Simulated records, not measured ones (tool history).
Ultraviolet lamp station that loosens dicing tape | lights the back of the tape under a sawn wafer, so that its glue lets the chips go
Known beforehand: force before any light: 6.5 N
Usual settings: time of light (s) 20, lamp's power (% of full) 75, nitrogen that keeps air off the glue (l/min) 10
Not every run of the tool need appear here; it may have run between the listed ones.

run,hour,time of light (s),lamp's power (% of full),nitrogen that keeps air off the glue (l/min),force that peels the tape off (N),light that reached the tape (mJ/cm2)
1,0,20,75,10,0.903,449
2,22.5,20,75,10,0.931,441
3,45.4,22,75,10,0.794,492
4,57.5,20,75,4,1.732,437
5,76.1,20,75,4,1.743,434
6,91.7,20,75,10,0.962,438
7,112.5,20,75,10,0.998,431
8,136.3,20,75,10,1.017,425
9,161.7,38,75,10,0.243,809
10,178.6,38,75,10,0.261,792
11,201.6,38,75,10,0.263,782
12,212.5,38,75,10,0.258,787
13,224.8,18,91,3,2,452
14,237,18,91,3,1.964,453
15,262.2,33,75,12,0.317,677
16,287.6,33,75,12,0.323,673
17,309.2,14,61,16,1.962,227
18,329.1,14,61,16,1.887,231
19,341.1,32,69,6,0.83,584
20,352.5,12,65,15,2.194,206
21,375.2,38,93,16,0.123,928
22,387.3,12,75,11,2.123,241
23,404.7,20,93,5,1.298,489

Here are 4 independent what-if runs from the current tool condition. What would each one return?
A,427,15,93,5,?,?
B,427,15,64,18,?,?
C,427,18,75,10,?,?
D,427,20,72,10,?,?

run,force that peels the tape off (N),light that reached the tape (mJ/cm2)
A,1.972,357
B,1.625,248
C,1.383,344
D,1.257,372
With the hidden condition removed and each run's random variation left untouched, the same runs would have given:
run,force that peels the tape off (N),light that reached the tape (mJ/cm2)
A,1.189,516
B,0.911,358
C,0.73,498
D,0.642,536
